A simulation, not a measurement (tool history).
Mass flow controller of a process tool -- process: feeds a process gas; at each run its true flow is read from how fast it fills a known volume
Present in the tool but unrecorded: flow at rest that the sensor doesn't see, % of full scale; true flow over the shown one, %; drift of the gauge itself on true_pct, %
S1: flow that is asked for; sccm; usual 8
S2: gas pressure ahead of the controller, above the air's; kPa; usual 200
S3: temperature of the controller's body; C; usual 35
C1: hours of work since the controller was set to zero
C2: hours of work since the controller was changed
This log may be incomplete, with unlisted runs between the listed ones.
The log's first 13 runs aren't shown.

run 14 day=207.775 | S1=8 S2=200 S3=35 | C1=2159 C2=2159 | true_flow_(%)=98.98
run 15 day=227.708 | S1=8 S2=200 S3=35 | C1=2432 C2=2432 | true_flow_(%)=98.95
run 16 day=240.333 | S1=8 S2=200 S3=35 | C1=2604 C2=2604 | true_flow_(%)=99.07
run 17 day=249.533 | S1=2 S2=215 S3=35 | C1=2730 C2=2730 | true_flow_(%)=100.81
run 18 day=258.354 | S1=2 S2=215 S3=35 | C1=2850 C2=2850 | true_flow_(%)=100.88
-- day=259.462 controller's zero set anew
run 19 day=267.438 | S1=4 S2=192 S3=35 | C1=109 C2=2974 | true_flow_(%)=99.71
run 20 day=275.962 | S1=4 S2=192 S3=35 | C1=225 C2=3090 | true_flow_(%)=99.78
run 21 day=291.275 | S1=4 S2=192 S3=35 | C1=434 C2=3299 | true_flow_(%)=99.78
run 22 day=299.817 | S1=4 S2=171 S3=28 | C1=551 C2=3416 | true_flow_(%)=99.54
-- day=301.771 controller's zero set anew, once more
run 23 day=320.262 | S1=5 S2=156 S3=21 | C1=253 C2=3695 | true_flow_(%)=97.20
run 24 day=336.238 | S1=5 S2=156 S3=21 | C1=471 C2=3913 | true_flow_(%)=97.24
run 25 day=352.388 | S1=5 S2=156 S3=21 | C1=691 C2=4134 | true_flow_(%)=97.22
run 26 day=366.750 | S1=5 S2=156 S3=21 | C1=887 C2=4330 | true_flow_(%)=97.33
run 27 day=384.417 | S1=18 S2=156 S3=35 | C1=1129 C2=4571 | true_flow_(%)=98.91
run 28 day=398.546 | S1=18 S2=156 S3=35 | C1=1322 C2=4764 | true_flow_(%)=98.95
run 29 day=410.108 | S1=2 S2=200 S3=35 | C1=1479 C2=4922 | true_flow_(%)=98.66
run 30 day=422.342 | S1=6 S2=171 S3=35 | C1=1647 C2=5089 | true_flow_(%)=97.96
run 31 day=439.562 | S1=8 S2=200 S3=31 | C1=1882 C2=5324 | true_flow_(%)=97.94

What if the next run were any one of these 4? Each begins from the tool's condition after run 31:
run A day=452.888 | S1=4 S2=159 S3=31 | C1=2064 C2=5506 | true_flow_(%)=?
run B day=452.888 | S1=15 S2=224 S3=33 | C1=2064 C2=5506 | true_flow_(%)=?
run C day=452.888 | S1=5 S2=200 S3=35 | C1=2064 C2=5506 | true_flow_(%)=?
run D day=452.888 | S1=10 S2=200 S3=31 | C1=2064 C2=5506 | true_flow_(%)=?

run=A true_flow_(%)=97.93
run=B true_flow_(%)=98.61
run=C true_flow_(%)=98.10
run=D true_flow_(%)=98.08
With no hidden state in the tool, these same runs would have given:
run=A true_flow_(%)=98.18
run=B true_flow_(%)=99.71
run=C true_flow_(%)=98.59
run=D true_flow_(%)=99.03
